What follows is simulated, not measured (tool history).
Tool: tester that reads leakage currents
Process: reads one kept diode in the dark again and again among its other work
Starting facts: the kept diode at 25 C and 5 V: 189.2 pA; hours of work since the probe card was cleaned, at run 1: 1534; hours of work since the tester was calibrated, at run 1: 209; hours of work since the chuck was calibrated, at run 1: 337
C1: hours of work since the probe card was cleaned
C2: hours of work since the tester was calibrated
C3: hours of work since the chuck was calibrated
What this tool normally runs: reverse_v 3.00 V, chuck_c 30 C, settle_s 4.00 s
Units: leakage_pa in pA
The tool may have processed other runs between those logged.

{"run": 1, "hour": 0.0, "reverse_v": 3.0, "chuck_c": 30, "settle_s": 4.0, "C1": 1534, "C2": 209, "C3": 337, "leakage_pa": 237.25}
{"run": 2, "hour": 35.2, "reverse_v": 3.0, "chuck_c": 30, "settle_s": 4.0, "C1": 1555, "C2": 229, "C3": 358, "leakage_pa": 237.75}
{"run": 3, "hour": 56.9, "reverse_v": 3.0, "chuck_c": 30, "settle_s": 4.0, "C1": 1567, "C2": 242, "C3": 370, "leakage_pa": 237.65}
{"run": 4, "hour": 100.5, "reverse_v": 10.34, "chuck_c": 30, "settle_s": 4.0, "C1": 1593, "C2": 267, "C3": 396, "leakage_pa": 382.67}
{"run": 5, "hour": 122.7, "reverse_v": 10.34, "chuck_c": 30, "settle_s": 4.0, "C1": 1606, "C2": 280, "C3": 408, "leakage_pa": 380.67}
{"run": 6, "hour": 166.0, "reverse_v": 10.34, "chuck_c": 30, "settle_s": 4.0, "C1": 1631, "C2": 305, "C3": 433, "leakage_pa": 380.13}
{"run": 7, "hour": 202.1, "reverse_v": 10.34, "chuck_c": 30, "settle_s": 4.0, "C1": 1652, "C2": 326, "C3": 454, "leakage_pa": 381.76}
{"run": 8, "hour": 224.6, "reverse_v": 10.34, "chuck_c": 30, "settle_s": 4.0, "C1": 1665, "C2": 339, "C3": 467, "leakage_pa": 379.25}
{"run": 9, "hour": 269.2, "reverse_v": 10.34, "chuck_c": 30, "settle_s": 4.0, "C1": 1690, "C2": 365, "C3": 493, "leakage_pa": 381.23}
{"run": 10, "hour": 288.4, "reverse_v": 1.4, "chuck_c": 22, "settle_s": 4.54, "C1": 1702, "C2": 376, "C3": 504, "leakage_pa": 92.26}
{"run": 11, "hour": 311.5, "reverse_v": 1.4, "chuck_c": 30, "settle_s": 1.3, "C1": 1715, "C2": 389, "C3": 518, "leakage_pa": 177.18}
{"run": 12, "hour": 346.1, "reverse_v": 4.22, "chuck_c": 38, "settle_s": 5.03, "C1": 1735, "C2": 409, "C3": 538, "leakage_pa": 498.25}
{"run": 13, "hour": 379.8, "reverse_v": 4.22, "chuck_c": 38, "settle_s": 5.03, "C1": 1755, "C2": 429, "C3": 557, "leakage_pa": 501.04}
{"run": 14, "hour": 405.6, "reverse_v": 4.22, "chuck_c": 38, "settle_s": 5.03, "C1": 1769, "C2": 444, "C3": 572, "leakage_pa": 500.26}
{"run": 15, "hour": 427.5, "reverse_v": 3.0, "chuck_c": 48, "settle_s": 0.39, "C1": 1782, "C2": 456, "C3": 585, "leakage_pa": 924.75}
{"run": 16, "hour": 463.9, "reverse_v": 11.73, "chuck_c": 55, "settle_s": 0.36, "C1": 1803, "C2": 478, "C3": 606, "leakage_pa": 2514.45}
{"run": 17, "hour": 495.0, "reverse_v": 5.73, "chuck_c": 41, "settle_s": 1.46, "C1": 1821, "C2": 496, "C3": 624, "leakage_pa": 701.24}

Results per run with the tool's hidden condition removed, run-to-run variation unchanged:
Hidden state at play: stray current of the dirty probe card, pA a volt; current scale over the true one, %; true chuck temperature over the reading, C; drift of the gauge itself on leakage_pa, %.
run=1 leakage_pa=235.64
run=2 leakage_pa=236.38
run=3 leakage_pa=236.40
run=4 leakage_pa=375.05
run=5 leakage_pa=373.24
run=6 leakage_pa=373.02
run=7 leakage_pa=374.88
run=8 leakage_pa=372.56
run=9 leakage_pa=374.84
run=10 leakage_pa=92.11
run=11 leakage_pa=178.38
run=12 leakage_pa=501.34
run=13 leakage_pa=504.57
run=14 leakage_pa=504.14
run=15 leakage_pa=937.27
run=16 leakage_pa=2544.22
run=17 leakage_pa=708.32

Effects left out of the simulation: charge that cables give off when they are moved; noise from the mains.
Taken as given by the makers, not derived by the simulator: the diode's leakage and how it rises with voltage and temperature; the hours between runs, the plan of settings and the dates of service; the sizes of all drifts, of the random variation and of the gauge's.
